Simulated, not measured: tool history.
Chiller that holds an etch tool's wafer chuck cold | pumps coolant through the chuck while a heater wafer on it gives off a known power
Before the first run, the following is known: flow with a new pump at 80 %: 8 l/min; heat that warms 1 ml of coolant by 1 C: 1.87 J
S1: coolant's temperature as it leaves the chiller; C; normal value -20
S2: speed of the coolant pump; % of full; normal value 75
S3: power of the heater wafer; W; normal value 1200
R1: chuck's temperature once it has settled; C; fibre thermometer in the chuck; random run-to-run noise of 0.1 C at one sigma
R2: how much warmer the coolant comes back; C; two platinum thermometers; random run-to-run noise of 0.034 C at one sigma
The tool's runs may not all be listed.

run,hour,S1,S2,S3,R1,R2
1,0,-20,75,1200,-2,5.3
2,26.9,-20,75,1200,-1.7,5.32
3,57.4,-20,75,1200,-1.7,5.3
4,81.6,-20,75,1200,-1.7,5.22
5,108.3,-20,75,1200,-1.7,5.28
6,126.4,-20,75,1200,-1.7,5.29
7,142.5,-20,75,1200,-1.6,5.23
8,157.7,-20,75,1200,-1.7,5.29
9,177.1,-20,75,1200,-1.7,5.29
10,198.9,-10,78,1372,10.5,5.86
# hour 213.5: coolant changed, channels flushed
11,236.5,-10,78,1736,13.1,7.34
# hour 244.1: coolant pump overhauled
12,254.8,-17,89,1522,1.7,5.77
13,277.1,-17,89,1522,1.8,5.79
14,308.6,-13,63,1522,10.6,7.97
15,339.8,-20,87,674,-11.2,2.6
16,369.9,-20,87,674,-11.3,2.6
17,385.9,-24,84,612,-15.9,2.5

Run by run, hidden condition taken away, random variation retained:
What the log doesn't record here: heat passed by the chuck's channels, % of clean ones'; flow at a given pump speed, % of a new pump's; coolant's true temperature over the reading, C; drift of the gauge itself on chuck_c, C; drift of the gauge itself on warmer_back_c, C.
run,R1,R2
1,-4.7,5.17
2,-4.4,5.18
3,-4.4,5.16
4,-4.5,5.08
5,-4.5,5.13
6,-4.5,5.15
7,-4.5,5.08
8,-4.5,5.14
9,-4.5,5.14
10,7.4,5.69
11,11.9,7.12
12,0.5,5.53
13,0.5,5.55
14,9.2,7.64
15,-12.2,2.49
16,-12.2,2.49
17,-16.8,2.39
